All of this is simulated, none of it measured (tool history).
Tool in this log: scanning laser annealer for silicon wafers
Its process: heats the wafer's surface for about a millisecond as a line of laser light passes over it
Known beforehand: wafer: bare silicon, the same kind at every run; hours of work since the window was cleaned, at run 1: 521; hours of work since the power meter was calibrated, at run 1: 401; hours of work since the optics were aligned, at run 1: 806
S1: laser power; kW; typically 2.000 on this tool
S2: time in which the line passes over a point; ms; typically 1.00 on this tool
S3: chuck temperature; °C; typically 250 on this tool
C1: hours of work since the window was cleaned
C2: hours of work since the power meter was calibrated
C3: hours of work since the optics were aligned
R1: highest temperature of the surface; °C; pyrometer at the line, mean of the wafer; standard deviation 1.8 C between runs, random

run	hour	S1	S2	S3	C1	C2	C3	R1
1	0.0	2.000	1.00	250	521	401	806	1015
2	13.3	2.000	1.00	250	529	409	814	1013
3	28.0	1.710	1.00	250	538	418	823	890
4	39.6	2.000	0.98	250	545	425	830	1001
5	54.1	2.000	1.07	250	554	434	839	1039
6	66.7	2.000	1.07	250	562	442	847	1038
7	77.3	2.000	1.00	250	568	449	853	1010
8	86.4	2.000	1.00	247	574	454	859	1006
# hour 90.4: window over the wafer cleaned
9	102.6	2.000	1.00	247	8	463	868	1061
10	112.2	2.000	1.00	247	13	469	874	1059
11	122.8	2.000	1.00	250	20	475	880	1059
12	133.9	2.000	1.00	250	27	482	887	1057
13	147.7	2.189	1.00	250	35	491	895	1143
14	154.7	2.189	1.00	250	40	495	900	1145
15	163.1	1.804	1.00	250	45	500	905	969
16	171.4	2.000	1.00	250	50	505	910	1058
17	186.5	2.000	1.00	250	59	515	919	1058
18	198.9	2.000	1.00	250	67	522	927	1055
19	210.5	2.000	1.00	250	74	529	934	1057
20	224.6	2.000	1.24	250	83	538	943	1153
21	236.6	2.000	1.24	250	90	545	950	1152
22	246.8	2.000	0.91	250	96	552	956	1019
23	263.1	1.893	1.00	216	106	562	966	970
24	276.6	2.000	0.75	284	115	570	975	973
25	284.5	2.089	0.92	244	119	575	980	1053
26	291.7	2.089	0.92	244	124	579	984	1048
# hour 295.5: laser's power meter calibrated
27	309.0	2.000	1.00	245	133	8	993	1049
28	324.5	2.000	1.07	252	142	18	1002	1084
29	331.9	2.042	1.04	274	147	22	1007	1111
30	344.7	2.172	1.04	284	155	30	1015	1181
# hour 355.7: laser's power meter calibrated, once more
31	355.7	1.906	1.00	281	160	0	1020	1035
32	367.2	1.706	0.83	229	167	7	1027	832
33	374.2	1.766	1.00	250	171	11	1031	942
34	385.3	1.721	0.81	230	178	18	1038	828
35	394.1	1.885	0.70	230	183	24	1043	844
36	404.6	1.997	0.92	261	190	30	1050	1020
37	415.2	1.826	1.17	249	196	37	1056	1030
38	421.9	2.163	1.20	289	200	41	1060	1242
39	429.0	2.163	0.93	238	205	45	1065	1073
40	444.3	2.163	0.93	238	214	55	1074	1071

Alternative continuations, all from the tool just after run 40; predict every row:
A	460.7	1.755	1.00	282	224	65	1084	?
B	460.7	1.834	0.95	233	224	65	1084	?
C	460.7	1.846	0.97	254	224	65	1084	?
D	460.7	2.155	0.85	218	224	65	1084	?

run	R1
A	967
B	932
C	965
D	1005
With no hidden state in the tool, these same runs would have given:
run	R1
A	993
B	959
C	993
D	1036
